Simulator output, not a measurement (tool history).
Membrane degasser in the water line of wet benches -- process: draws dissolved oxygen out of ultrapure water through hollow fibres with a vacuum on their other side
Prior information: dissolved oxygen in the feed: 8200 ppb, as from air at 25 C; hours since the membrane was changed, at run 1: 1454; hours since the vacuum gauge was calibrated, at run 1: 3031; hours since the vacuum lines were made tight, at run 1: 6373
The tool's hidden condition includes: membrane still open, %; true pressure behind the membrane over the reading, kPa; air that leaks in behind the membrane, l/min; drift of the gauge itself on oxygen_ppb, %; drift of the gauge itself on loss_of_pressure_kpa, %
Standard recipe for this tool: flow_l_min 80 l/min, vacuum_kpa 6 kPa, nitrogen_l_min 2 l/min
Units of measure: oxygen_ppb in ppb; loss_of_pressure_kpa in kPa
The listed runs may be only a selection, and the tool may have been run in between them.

run   hour  flow_l_min  vacuum_kpa  nitrogen_l_min  hours since the membrane was changed  hours since the vacuum gauge was calibrated  hours since the vacuum lines were made tight  oxygen_ppb  loss_of_pressure_kpa
  1      0          80           6               2                                  1454                                         3031                                          6373       235.4                 32.43
  2   32.6          80           6            1.01                                  1487                                         3064                                          6405       373.3                 32.34
  3   81.6          73           6               2                                  1536                                         3113                                          6454       212.4                 29.55
  4    126          80           6            1.47                                  1580                                         3157                                          6498       290.8                 32.69
  5  172.4          80           6            1.47                                  1627                                         3204                                          6545       289.3                 32.46
  6  208.6          80           6            1.47                                  1663                                         3240                                          6581       291.7                 32.77
  7  240.6          80           6            1.47                                  1695                                         3272                                          6613       291.3                 32.46
  8  271.5          61           6               2                                  1726                                         3303                                          6644       182.3                 24.88
  9  318.8          61           6               2                                  1773                                         3350                                          6691       180.9                 24.92
 10  350.7          61           6            1.48                                  1805                                         3382                                          6723       233.3                 25.03
 11  379.4          61           6            1.48                                  1834                                         3411                                          6752       236.7                 24.77
 12  408.4          80        5.24            4.89                                  1863                                         3440                                          6781        84.2                 32.77
 13    458          57       11.99            4.89                                  1912                                         3489                                          6830       241.6                 23.19
 14    498          80        6.49            1.05                                  1952                                         3529                                          6870       424.4                 32.71
 15  545.9          80        6.49            1.05                                  2000                                         3577                                          6918       435.3                 32.46
 16    580         105       10.44            2.07                                  2034                                         3611                                          6953         675                 42.95
 17  618.5          63       10.44            2.07                                  2073                                         3650                                          6991       453.1                 26.01

4 ways to go on from here, each from the tool as it stands after run 17. What would each give?
  A  667.9          50        7.82            4.09                                  2122                                         3699                                          7040           ?                     ?
  B  667.9          80           6            1.97                                  2122                                         3699                                          7040           ?                     ?
  C  667.9          80           6            0.99                                  2122                                         3699                                          7040           ?                     ?
  D  667.9          63       13.85            0.94                                  2122                                         3699                                          7040           ?                     ?

run  oxygen_ppb  loss_of_pressure_kpa
  A       134.5                 20.48
  B       236.1                 32.87
  C       382.8                 32.81
  D      1152.8                 25.88
With the hidden condition removed and each run's random variation left untouched, the same runs would have given:
run  oxygen_ppb  loss_of_pressure_kpa
  A       130.7                 20.11
  B       226.2                 32.29
  C       367.9                 32.23
  D      1142.6                 25.42
